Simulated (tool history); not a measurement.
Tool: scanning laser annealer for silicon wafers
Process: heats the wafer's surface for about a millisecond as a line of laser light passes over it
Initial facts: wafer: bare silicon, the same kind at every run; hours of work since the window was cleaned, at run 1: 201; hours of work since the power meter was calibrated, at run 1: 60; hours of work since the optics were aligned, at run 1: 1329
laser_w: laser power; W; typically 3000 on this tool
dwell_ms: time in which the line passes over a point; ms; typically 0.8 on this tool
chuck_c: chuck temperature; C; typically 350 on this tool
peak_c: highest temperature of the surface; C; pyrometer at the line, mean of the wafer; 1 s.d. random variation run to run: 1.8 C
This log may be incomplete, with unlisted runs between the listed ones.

run	day	laser_w	dwell_ms	chuck_c	hours of work since the window was cleaned	hours of work since the power meter was calibrated	hours of work since the optics were aligned	peak_c
1	0	3000	0.8	350	201	60	1329	1039
2	2.667	3000	0.8	334	229	88	1357	1020
3	4.654	3000	0.8	334	250	109	1378	1019
4	6.721	3000	0.651	350	271	131	1399	954
# day 7.125: optics aligned, line set to its width
5	9.733	3000	0.651	350	301	160	27	945
6	13.262	2881	0.957	332	338	197	64	1046
7	16.575	2881	0.579	372	372	232	99	897
# day 20.088: window over the wafer cleaned
8	20.121	2898	0.651	328	0	268	135	927
9	22.442	2898	0.651	328	25	292	159	928

Run 10 comes next. What will it give?
# day 23.754: optics aligned, line set to its width, once more
10	25.1	2898	0.919	315	50	318	14	?

peak_c: 1064 C
With no hidden state in the tool, this same run would have given peak_c 1071 C.
